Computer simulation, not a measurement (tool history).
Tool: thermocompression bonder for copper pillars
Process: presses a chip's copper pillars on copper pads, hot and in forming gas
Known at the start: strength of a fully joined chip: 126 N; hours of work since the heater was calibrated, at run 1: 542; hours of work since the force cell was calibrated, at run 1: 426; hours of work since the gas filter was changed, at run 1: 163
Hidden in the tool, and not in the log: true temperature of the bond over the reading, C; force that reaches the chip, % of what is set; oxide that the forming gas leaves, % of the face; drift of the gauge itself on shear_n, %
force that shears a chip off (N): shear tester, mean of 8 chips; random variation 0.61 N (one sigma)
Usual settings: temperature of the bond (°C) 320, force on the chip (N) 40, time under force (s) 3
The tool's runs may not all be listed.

run,hour,temperature of the bond (°C),force on the chip (N),time under force (s),hours of work since the heater was calibrated,hours of work since the force cell was calibrated,hours of work since the gas filter was changed,force that shears a chip off (N)
1,0,320,40,3,542,426,163,53.7
2,13.2,320,40,3,551,435,173,55.2
3,35.2,320,40,3,567,451,188,54.9
4,58.5,320,51,3,583,467,205,66.3
5,80.1,327,40,3,599,483,220,58.2
# hour 83.3: heater calibrated with a thermocouple chip
6,104.3,327,40,3,15,498,236,58.4
# hour 121.1: forming gas filter changed
7,122.7,327,40,5,28,511,1,72.1
8,142.3,327,40,3,41,525,15,61.1
9,163,346,25,5,56,540,30,57.4
10,175.5,323,29,7,65,548,39,58.4
11,185.8,320,37,3,72,556,46,51.6
12,204.3,320,47,3,85,569,59,63.5
# hour 220.3: heater calibrated with a thermocouple chip, once more
13,226.6,342,56,2,5,583,73,74.9
14,240.2,342,56,2,14,593,83,75.2
15,258.7,302,40,4,27,606,96,46.7
16,272.8,318,50,6,37,616,106,77.1

Forecast each of these 3 alternatives for the next run:
A,283.9,327,40,8,45,624,114,?
B,283.9,303,43,2,45,624,114,?
C,283.9,348,46,3,45,624,114,?

run,force that shears a chip off (N)
A,77.5
B,38.9
C,76
Without the tool's hidden state the same runs would have given:
run,force that shears a chip off (N)
A,79.8
B,40.3
C,78.3
